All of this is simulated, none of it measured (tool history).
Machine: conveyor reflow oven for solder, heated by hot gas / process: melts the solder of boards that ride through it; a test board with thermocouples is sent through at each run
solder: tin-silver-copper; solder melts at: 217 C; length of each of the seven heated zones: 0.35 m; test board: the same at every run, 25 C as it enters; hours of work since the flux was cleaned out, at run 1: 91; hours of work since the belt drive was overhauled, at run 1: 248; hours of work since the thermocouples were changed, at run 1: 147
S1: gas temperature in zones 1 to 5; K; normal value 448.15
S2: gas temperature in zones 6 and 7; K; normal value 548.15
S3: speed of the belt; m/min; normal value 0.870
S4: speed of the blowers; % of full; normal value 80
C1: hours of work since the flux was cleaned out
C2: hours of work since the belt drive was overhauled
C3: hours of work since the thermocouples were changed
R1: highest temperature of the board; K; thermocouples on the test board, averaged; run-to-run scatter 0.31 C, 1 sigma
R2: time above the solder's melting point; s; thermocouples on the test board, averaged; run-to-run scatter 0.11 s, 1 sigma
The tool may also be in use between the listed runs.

Run 1, hour 0.0: usual settings; C1 91; C2 248; C3 147. Result: R1 531.35 K, R2 39.1 s.
Run 2, hour 10.9: usual settings but S3 0.800 m/min; C1 97; C2 254; C3 153. Result: R1 534.25 K, R2 43.8 s.
Run 3, hour 21.5: usual settings but S3 0.800 m/min; C1 103; C2 260; C3 159. Result: R1 534.05 K, R2 43.7 s.
Run 4, hour 30.0: usual settings but S2 559.15 K; C1 107; C2 264; C3 163. Result: R1 541.25 K, R2 42.3 s.
Run 5, hour 36.1: usual settings; C1 111; C2 268; C3 167. Result: R1 531.55 K, R2 39.0 s.
Run 6, hour 47.1: usual settings; C1 117; C2 274; C3 173. Result: R1 530.75 K, R2 39.1 s.
Run 7, hour 59.2: usual settings but S3 0.894 m/min; C1 124; C2 281; C3 179. Result: R1 530.25 K, R2 37.5 s.
Run 8, hour 66.5: usual settings but S4 83 % of full; C1 128; C2 285; C3 183. Result: R1 531.45 K, R2 39.3 s.
Run 9, hour 73.6: usual settings but S1 455.15 K, S4 83 % of full; C1 132; C2 289; C3 187. Result: R1 532.75 K, R2 41.3 s.
Run 10, hour 82.8: usual settings but S1 455.15 K, S2 562.15 K, S4 83 % of full; C1 137; C2 294; C3 193. Result: R1 544.85 K, R2 45.1 s.
Run 11, hour 94.1: usual settings but S1 455.15 K, S2 562.15 K, S4 83 % of full; C1 143; C2 300; C3 199. Result: R1 545.35 K, R2 44.9 s.
Run 12, hour 104.3: usual settings but S1 451.15 K; C1 149; C2 306; C3 204. Result: R1 531.65 K, R2 39.9 s.
Run 13, hour 115.5: usual settings but S4 74 % of full; C1 155; C2 312; C3 211. Result: R1 530.05 K, R2 38.4 s.
At hour 128.3: flux residue cleaned out of gas plates and filters.
Run 14, hour 131.0: usual settings but S3 0.839 m/min, S4 74 % of full; C1 1; C2 318; C3 216. Result: R1 531.45 K, R2 40.8 s.
Run 15, hour 140.9: usual settings but S3 0.839 m/min, S4 74 % of full; C1 7; C2 323; C3 222. Result: R1 531.35 K, R2 40.9 s.
Run 16, hour 151.1: usual settings but S3 0.839 m/min, S4 74 % of full; C1 13; C2 329; C3 228. Result: R1 531.65 K, R2 40.8 s.
Run 17, hour 163.3: usual settings but S1 453.15 K; C1 19; C2 336; C3 234. Result: R1 532.25 K, R2 41.0 s.
Run 18, hour 170.6: usual settings but S1 433.15 K, S2 539.15 K, S3 0.719 m/min, S4 57 % of full; C1 23; C2 340; C3 238. Result: R1 522.95 K, R2 39.4 s.
Run 19, hour 178.5: usual settings but S2 550.15 K; C1 28; C2 344; C3 243. Result: R1 533.55 K, R2 39.8 s.
Run 20, hour 186.4: usual settings but S2 550.15 K, S3 0.712 m/min, S4 90 % of full; C1 32; C2 348; C3 247. Result: R1 539.95 K, R2 52.5 s.
Run 21, hour 192.4: usual settings but S1 455.15 K, S2 550.15 K, S3 0.851 m/min, S4 74 % of full; C1 36; C2 352; C3 251. Result: R1 533.95 K, R2 42.7 s.
Run 22, hour 199.4: usual settings but S1 440.15 K, S3 0.732 m/min, S4 59 % of full; C1 39; C2 356; C3 254. Result: R1 531.55 K, R2 44.8 s.
Run 23, hour 210.9: usual settings but S2 546.15 K, S3 1.023 m/min, S4 87 % of full; C1 46; C2 362; C3 261. Result: R1 525.35 K, R2 30.5 s.
Run 24, hour 217.1: usual settings but S1 450.15 K, S2 546.15 K; C1 49; C2 365; C3 264. Result: R1 530.05 K, R2 39.0 s.
Run 25, hour 228.2: usual settings but S1 450.15 K, S2 563.15 K, S3 0.859 m/min, S4 60 % of full; C1 55; C2 372; C3 270. Result: R1 540.45 K, R2 43.3 s.
Run 26, hour 233.7: usual settings but S1 450.15 K, S2 563.15 K, S3 0.859 m/min, S4 60 % of full; C1 58; C2 375; C3 273. Result: R1 540.95 K, R2 43.3 s.
Run 27, hour 241.1: usual settings but S1 443.15 K, S2 563.15 K, S3 0.859 m/min, S4 72 % of full; C1 63; C2 379; C3 278. Result: R1 542.75 K, R2 42.6 s.
Run 28, hour 246.3: usual settings but S1 443.15 K, S2 563.15 K, S3 1.004 m/min, S4 72 % of full; C1 65; C2 382; C3 280. Result: R1 535.75 K, R2 33.8 s.
Run 29, hour 253.6: usual settings but S1 434.15 K, S3 0.704 m/min, S4 88 % of full; C1 69; C2 386; C3 284. Result: R1 536.65 K, R2 48.7 s.
Run 30, hour 263.2: usual settings but S1 463.15 K, S2 538.15 K, S3 0.704 m/min, S4 86 % of full; C1 75; C2 391; C3 290. Result: R1 530.15 K, R2 53.5 s.

Describe how what the log doesn't record of the tool's condition differs between the last listed run preceding each entry between runs and the first listed run following it.
Logged between run 13 and run 14: flux residue cleaned out of gas plates and filters (hour 128.3)
  heat that the gas passes to the board, % of a clean oven's: 95.1 -> 99.6; belt's true speed, % of the reading: 99.3 -> 99.29; true gas temperature in zones 6 and 7 over the reading, C: -1.03 -> -1.05
  measured result minus the result with no hidden state, R1: -1.90 -> -0.80 K; R2: -0.6 -> +0.1 s
